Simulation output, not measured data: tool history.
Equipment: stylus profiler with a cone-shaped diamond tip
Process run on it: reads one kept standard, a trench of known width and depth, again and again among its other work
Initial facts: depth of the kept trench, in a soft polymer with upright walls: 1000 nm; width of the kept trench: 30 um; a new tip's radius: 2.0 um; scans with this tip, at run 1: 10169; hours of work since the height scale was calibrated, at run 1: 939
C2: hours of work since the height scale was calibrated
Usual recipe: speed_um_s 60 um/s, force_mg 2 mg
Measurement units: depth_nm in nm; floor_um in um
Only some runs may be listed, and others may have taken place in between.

Run 1, hour 0: usual settings; scans with this tip 10169; C2 939. Result: depth_nm 1009.32 nm, floor_um 23.9 um.
Run 2, hour 108: usual settings but force_mg 2.81 mg; scans with this tip 11024; C2 1017. Result: depth_nm 1010.76 nm, floor_um 23.83 um.
Run 3, hour 164.7: usual settings but force_mg 1.52 mg; scans with this tip 11472; C2 1059. Result: depth_nm 1008.76 nm, floor_um 23.69 um.
Run 4, hour 240.7: usual settings but force_mg 1.52 mg; scans with this tip 12072; C2 1114. Result: depth_nm 1009.36 nm, floor_um 23.48 um.
Run 5, hour 348.9: usual settings but force_mg 1.52 mg; scans with this tip 12929; C2 1193. Result: depth_nm 1009.43 nm, floor_um 23.38 um.
Run 6, hour 416.1: usual settings but force_mg 1.52 mg; scans with this tip 13459; C2 1242. Result: depth_nm 1009.6 nm, floor_um 23.3 um.
At hour 445: new tip fitted, height scale calibrated.
Run 7, hour 490: usual settings but speed_um_s 68 um/s, force_mg 1.52 mg; scans with this tip 356; C2 33. Result: depth_nm 1004.22 nm, floor_um 26.07 um.
Run 8, hour 595.6: usual settings but speed_um_s 68 um/s, force_mg 1.52 mg; scans with this tip 1190; C2 110. Result: depth_nm 1004.6 nm, floor_um 25.83 um.
At hour 605.3: height scale calibrated on a step standard.
Run 9, hour 656.5: usual settings but speed_um_s 68 um/s, force_mg 1.52 mg; scans with this tip 1668; C2 37. Result: depth_nm 1004.94 nm, floor_um 25.62 um.
Run 10, hour 738.6: usual settings but speed_um_s 68 um/s, force_mg 1.52 mg; scans with this tip 2317; C2 97. Result: depth_nm 1005.45 nm, floor_um 25.49 um.
Run 11, hour 784.6: usual settings but speed_um_s 95 um/s, force_mg 1.4 mg; scans with this tip 2681; C2 131. Result: depth_nm 1005.2 nm, floor_um 25.15 um.
At hour 863.7: height scale calibrated on a step standard, once more.
Run 12, hour 895.9: usual settings but force_mg 2.42 mg; scans with this tip 3557; C2 24. Result: depth_nm 1007.05 nm, floor_um 25.23 um.
Run 13, hour 973.1: usual settings but force_mg 2.42 mg; scans with this tip 4167; C2 80. Result: depth_nm 1006.56 nm, floor_um 25.11 um.
Run 14, hour 1047.6: usual settings but speed_um_s 38 um/s, force_mg 4.56 mg; scans with this tip 4756; C2 134. Result: depth_nm 1010.34 nm, floor_um 25.1 um.
Run 15, hour 1131.9: usual settings but speed_um_s 17 um/s, force_mg 2.05 mg; scans with this tip 5423; C2 196. Result: depth_nm 1006.67 nm, floor_um 24.99 um.

5 options for the next run, each taken on its own from the tool as it stands now. Forecast them:
Run A, hour 1177.2: usual settings but speed_um_s 69 um/s, force_mg 2.05 mg; scans with this tip 5781; C2 229. Result: depth_nm ?, floor_um ?.
Run B, hour 1177.2: usual settings but speed_um_s 144 um/s, force_mg 3.73 mg; scans with this tip 5781; C2 229. Result: depth_nm ?, floor_um ?.
Run C, hour 1177.2: usual settings but speed_um_s 37 um/s, force_mg 3.34 mg; scans with this tip 5781; C2 229. Result: depth_nm ?, floor_um ?.
Run D, hour 1177.2: usual settings but speed_um_s 15 um/s, force_mg 3.18 mg; scans with this tip 5781; C2 229. Result: depth_nm ?, floor_um ?.
Run E, hour 1177.2: usual settings but speed_um_s 83 um/s, force_mg 3.46 mg; scans with this tip 5781; C2 229. Result: depth_nm ?, floor_um ?.

run  depth_nm  floor_um
  A   1006.53     24.63
  B   1009.11     24.49
  C   1009.11     24.86
  D   1008.86     24.96
  E   1008.73     24.67
Without the tool's unlogged condition, the same runs would have read:
run  depth_nm  floor_um
  A   1005.12     26.14
  B    1007.7     25.99
  C    1007.7     26.37
  D   1007.45     26.47
  E   1007.32     26.18

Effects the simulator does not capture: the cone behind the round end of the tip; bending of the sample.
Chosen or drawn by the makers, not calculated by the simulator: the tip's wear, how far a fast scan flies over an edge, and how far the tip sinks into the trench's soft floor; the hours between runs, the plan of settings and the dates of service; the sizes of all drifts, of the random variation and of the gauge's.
